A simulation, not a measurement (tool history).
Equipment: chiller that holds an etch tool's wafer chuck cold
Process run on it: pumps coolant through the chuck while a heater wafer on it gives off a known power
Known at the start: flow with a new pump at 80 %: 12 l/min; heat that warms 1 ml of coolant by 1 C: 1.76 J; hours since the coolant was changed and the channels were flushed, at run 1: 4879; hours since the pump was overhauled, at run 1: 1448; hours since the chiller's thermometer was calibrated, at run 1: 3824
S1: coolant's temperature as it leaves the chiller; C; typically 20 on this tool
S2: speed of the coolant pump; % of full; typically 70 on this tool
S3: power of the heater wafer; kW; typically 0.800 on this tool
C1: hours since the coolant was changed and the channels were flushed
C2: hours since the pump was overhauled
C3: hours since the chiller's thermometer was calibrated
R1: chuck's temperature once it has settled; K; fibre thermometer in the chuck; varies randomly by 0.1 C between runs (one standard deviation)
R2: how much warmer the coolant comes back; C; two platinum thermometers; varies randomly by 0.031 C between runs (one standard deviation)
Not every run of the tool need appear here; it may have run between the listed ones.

run    hour  S1  S2     S3    C1    C2    C3      R1    R2
  1     0.0  20  70  0.800  4879  1448  3824  304.45  2.71
       36.0  -- coolant changed, channels flushed
  2    88.7  20  70  0.800    53  1531  3906  303.55  2.65
  3   226.9  20  70  0.800   191  1669  4045  303.65  2.66
  4   404.0  20  70  0.800   368  1846  4222  303.65  2.72
  5   484.0  20  70  0.800   448  1926  4302  303.75  2.71
  6   571.3  20  76  0.800   535  2014  4389  302.95  2.51
  7   726.6  20  76  0.800   691  2169  4544  303.05  2.48
  8   835.6  20  76  0.800   800  2278  4653  303.05  2.45
  9   947.6  20  76  0.800   912  2390  4765  303.05  2.52
 10  1100.9  20  76  0.800  1065  2543  4918  303.05  2.48
 11  1231.0  20  76  0.800  1195  2673  5049  302.95  2.55
 12  1321.6  20  70  0.800  1286  2764  5139  303.55  2.71
 13  1504.3  20  74  0.800  1468  2947  5322  303.25  2.60
 14  1639.6  20  70  0.756  1604  3082  5457  303.35  2.65
 15  1801.1  20  70  0.756  1765  3244  5619  303.05  2.57
 16  1940.8  20  70  0.656  1905  3383  5758  301.65  2.22
 17  2135.8  20  70  0.656  2100  3578  5953  301.55  2.26
     2178.6  -- chiller's thermometer calibrated
 18  2234.4  20  70  0.656  2197  3676    56  302.45  2.27
 19  2420.7  20  70  0.656  2384  3862   242  302.55  2.31
 20  2571.9  20  70  0.656  2535  4013   393  302.75  2.28
 21  2750.3  11  96  0.608  2713  4192   572  291.05  1.47
 22  2928.6  18  86  0.608  2892  4370   750  298.75  1.69
 23  3046.3  18  86  0.608  3009  4488   868  298.75  1.67
 24  3180.4  20  62  1.111  3143  4622  1002  310.65  4.41
 25  3374.2  20  62  1.111  3337  4816  1196  310.75  4.46
 26  3569.0  12  84  0.978  3532  5010  1390  297.55  2.82
 27  3754.4  12  84  0.978  3717  5196  1576  297.85  2.80
 28  3899.7  27  78  0.958  3863  5341  1721  313.05  2.87
 29  4006.7  20  75  0.800  3970  5448  1828  304.25  2.61
 30  4171.5  20  92  0.674  4134  5613  1993  301.15  1.76
 31  4349.9  20  92  0.674  4313  5791  2171  301.25  1.75
 32  4444.9  20  92  0.674  4408  5886  2266  301.25  1.77

Consider 3 possible next runs. They are alternatives, not a sequence: every one starts from the tool as it was left by run 32. What does each give?
  A  4572.9  14  70  1.014  4536  6014  2394   ?   ?
  B  4572.9  20  96  0.541  4536  6014  2394   ?   ?
  C  4572.9  18  77  0.832  4536  6014  2394   ?   ?

run      R1    R2
  A  302.15  3.63
  B  299.35  1.36
  C  302.75  2.69
The same runs, with their run-to-run variation unchanged, on a tool lacking any hidden condition would have given:
run      R1    R2
  A  300.95  3.38
  B  299.05  1.27
  C  301.85  2.51
